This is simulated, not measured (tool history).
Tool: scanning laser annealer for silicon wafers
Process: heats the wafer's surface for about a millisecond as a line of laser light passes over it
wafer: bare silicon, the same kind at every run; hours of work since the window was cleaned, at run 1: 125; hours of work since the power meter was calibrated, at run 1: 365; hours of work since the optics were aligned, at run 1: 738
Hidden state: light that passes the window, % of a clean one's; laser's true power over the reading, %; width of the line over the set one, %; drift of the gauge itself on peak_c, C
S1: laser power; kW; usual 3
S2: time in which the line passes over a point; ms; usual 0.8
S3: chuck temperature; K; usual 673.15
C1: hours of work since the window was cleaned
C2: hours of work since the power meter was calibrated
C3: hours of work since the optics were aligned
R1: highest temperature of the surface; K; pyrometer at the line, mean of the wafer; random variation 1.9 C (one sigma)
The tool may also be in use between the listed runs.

Run 1, day 0: usual settings; C1 125; C2 365; C3 738. Result: R1 1440.15 K.
Run 2, day 0.404: usual settings; C1 131; C2 370; C3 744. Result: R1 1437.15 K.
Run 3, day 0.779: usual settings; C1 136; C2 376; C3 749. Result: R1 1441.15 K.
Run 4, day 1.358: usual settings; C1 144; C2 384; C3 757. Result: R1 1442.15 K.
Run 5, day 1.929: usual settings; C1 153; C2 392; C3 765. Result: R1 1436.15 K.
Run 6, day 2.2: usual settings but S3 711.15 K; C1 156; C2 396; C3 769. Result: R1 1478.15 K.
Run 7, day 2.583: usual settings but S3 711.15 K; C1 162; C2 402; C3 775. Result: R1 1474.15 K.
Run 8, day 2.85: usual settings; C1 166; C2 405; C3 778. Result: R1 1438.15 K.
Run 9, day 3.2: usual settings; C1 171; C2 410; C3 784. Result: R1 1438.15 K.
Run 10, day 3.542: usual settings; C1 176; C2 415; C3 788. Result: R1 1437.15 K.
Run 11, day 4.088: usual settings; C1 183; C2 423; C3 796. Result: R1 1434.15 K.
Run 12, day 4.396: usual settings; C1 188; C2 427; C3 801. Result: R1 1435.15 K.
Run 13, day 4.742: usual settings; C1 193; C2 432; C3 805. Result: R1 1433.15 K.
At day 4.879: window over the wafer cleaned.
Run 14, day 5.446: usual settings; C1 8; C2 441; C3 814. Result: R1 1422.15 K.
Run 15, day 6.033: usual settings but S1 2.895 kW, S3 645.15 K; C1 16; C2 450; C3 823. Result: R1 1366.15 K.
Run 16, day 6.5: usual settings but S1 2.918 kW, S2 0.984 ms, S3 669.15 K; C1 23; C2 456; C3 829. Result: R1 1460.15 K.
Run 17, day 7.1: usual settings but S1 2.918 kW, S2 0.984 ms, S3 669.15 K; C1 32; C2 465; C3 838. Result: R1 1467.15 K.
Run 18, day 7.388: usual settings but S2 0.653 ms, S3 699.15 K; C1 36; C2 469; C3 842. Result: R1 1378.15 K.
At day 7.638: window over the wafer cleaned, once more.
Run 19, day 7.929: usual settings but S2 0.653 ms, S3 699.15 K; C1 4; C2 475; C3 849. Result: R1 1409.15 K.
Run 20, day 8.483: usual settings but S2 0.653 ms, S3 699.15 K; C1 12; C2 483; C3 857. Result: R1 1403.15 K.
Run 21, day 8.779: usual settings but S2 0.663 ms; C1 16; C2 488; C3 861. Result: R1 1385.15 K.
Run 22, day 9.329: usual settings but S2 0.663 ms; C1 24; C2 495; C3 869. Result: R1 1383.15 K.

Measured less the same run without the tool's hidden state. The same run-to-run variation is in both; the gauge's scatter may not be:
run   R1
  1  -16
  2  -16
  3  -16
  4  -17
  5  -18
  6  -19
  7  -19
  8  -20
  9  -20
 10  -20
 11  -21
 12  -21
 13  -22
 14  -35
 15  -35
 16  -40
 17  -40
 18  -35
 19   -5
 20   -6
 21   -6
 22   -7
